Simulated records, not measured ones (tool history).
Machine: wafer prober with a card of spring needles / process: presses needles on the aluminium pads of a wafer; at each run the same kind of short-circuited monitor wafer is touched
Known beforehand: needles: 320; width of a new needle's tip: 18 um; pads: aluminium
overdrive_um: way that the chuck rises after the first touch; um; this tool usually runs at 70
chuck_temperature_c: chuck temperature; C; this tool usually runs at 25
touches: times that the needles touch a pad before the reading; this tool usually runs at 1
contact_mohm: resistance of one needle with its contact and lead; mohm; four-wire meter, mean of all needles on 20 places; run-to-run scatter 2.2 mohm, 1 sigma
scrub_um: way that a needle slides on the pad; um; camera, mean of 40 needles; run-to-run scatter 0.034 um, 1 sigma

| run | hour | overdrive_um | chuck_temperature_c | touches | contact_mohm | scrub_um |
|---|---|---|---|---|---|---|
| 1 | 0.0 | 70 | 25 | 1 | 252 | 14.18 |
|  | 14.5 | tips cleaned on abrasive film |
|  | 29.1 | tips cleaned on abrasive film |
| 2 | 32.3 | 70 | 25 | 1 | 250 | 14.18 |
|  | 44.9 | tips cleaned on abrasive film |
|  | 60.5 | tips cleaned on abrasive film |
| 3 | 73.3 | 59 | 25 | 1 | 257 | 11.96 |
|  | 76.8 | tips cleaned on abrasive film |
|  | 92.9 | tips cleaned on abrasive film |
| 4 | 95.7 | 59 | 25 | 1 | 252 | 11.93 |
|  | 108.8 | tips cleaned on abrasive film |
|  | 123.4 | tips cleaned on abrasive film |
| 5 | 123.4 | 70 | 25 | 2 | 252 | 14.18 |
|  | 138.6 | tips cleaned on abrasive film |
|  | 153.5 | tips cleaned on abrasive film |
| 6 | 164.4 | 70 | 25 | 1 | 251 | 14.22 |
|  | 169.2 | tips cleaned on abrasive film |
|  | 183.4 | tips cleaned on abrasive film |
| 7 | 188.8 | 70 | 25 | 1 | 255 | 14.14 |
|  | 200.0 | tips cleaned on abrasive film |
| 8 | 213.0 | 70 | 25 | 1 | 253 | 14.16 |
|  | 215.8 | tips cleaned on abrasive film |
|  | 229.8 | tips cleaned on abrasive film |
|  | 232.0 | height of the first contact set anew |
|  | 244.8 | tips cleaned on abrasive film |
| 9 | 248.8 | 70 | 25 | 1 | 251 | 14.16 |
|  | 260.0 | tips cleaned on abrasive film |
|  | 276.0 | tips cleaned on abrasive film |
|  | 290.9 | tips cleaned on abrasive film |
| 10 | 291.7 | 70 | 25 | 1 | 252 | 14.14 |
|  | 306.3 | tips cleaned on abrasive film |
|  | 320.6 | tips cleaned on abrasive film |
| 11 | 320.6 | 70 | 25 | 1 | 249 | 14.15 |
|  | 334.7 | tips cleaned on abrasive film |
|  | 349.5 | tips cleaned on abrasive film |
| 12 | 362.6 | 70 | 25 | 1 | 252 | 14.18 |
|  | 364.9 | tips cleaned on abrasive film |
|  | 378.6 | tips cleaned on abrasive film |
| 13 | 387.6 | 70 | 25 | 1 | 253 | 14.12 |
|  | 392.7 | tips cleaned on abrasive film |
|  | 406.6 | tips cleaned on abrasive film |
| 14 | 417.3 | 66 | 25 | 1 | 258 | 13.31 |
|  | 420.8 | tips cleaned on abrasive film |
|  | 435.8 | tips cleaned on abrasive film |
|  | 451.2 | tips cleaned on abrasive film |
| 15 | 455.4 | 66 | 25 | 1 | 249 | 13.34 |
|  | 467.9 | tips cleaned on abrasive film |
| 16 | 473.9 | 53 | 25 | 2 | 249 | 10.66 |
|  | 483.3 | tips cleaned on abrasive film |
|  | 499.0 | tips cleaned on abrasive film |
|  | 514.1 | tips cleaned on abrasive film |
| 17 | 516.8 | 74 | 62 | 1 | 261 | 14.95 |
|  | 528.6 | tips cleaned on abrasive film |
|  | 545.0 | tips cleaned on abrasive film |
| 18 | 549.9 | 51 | 37 | 3 | 258 | 10.34 |
|  | 558.9 | tips cleaned on abrasive film |
|  | 561.1 | height of the first contact set anew |
|  | 576.3 | tips cleaned on abrasive film |
|  | 593.1 | tips cleaned on abrasive film |
| 19 | 593.8 | 51 | 37 | 3 | 258 | 10.35 |
|  | 606.9 | tips cleaned on abrasive film |
| 20 | 614.3 | 70 | 25 | 2 | 250 | 14.18 |
|  | 623.1 | tips cleaned on abrasive film |
|  | 637.6 | tips cleaned on abrasive film |
|  | 653.2 | tips cleaned on abrasive film |
| 21 | 653.4 | 56 | 48 | 1 | 260 | 11.29 |

Forecast run 22:
|  | 668.3 | tips cleaned on abrasive film |
| 22 | 673.3 | 56 | 48 | 1 | ? | ? |

{"run 22": {"contact_mohm": 256, "scrub_um": 11.28}}
On a tool with no hidden condition, and with the same random variation, this run would have come out at contact_mohm 256 mohm, scrub_um 11.29 um.

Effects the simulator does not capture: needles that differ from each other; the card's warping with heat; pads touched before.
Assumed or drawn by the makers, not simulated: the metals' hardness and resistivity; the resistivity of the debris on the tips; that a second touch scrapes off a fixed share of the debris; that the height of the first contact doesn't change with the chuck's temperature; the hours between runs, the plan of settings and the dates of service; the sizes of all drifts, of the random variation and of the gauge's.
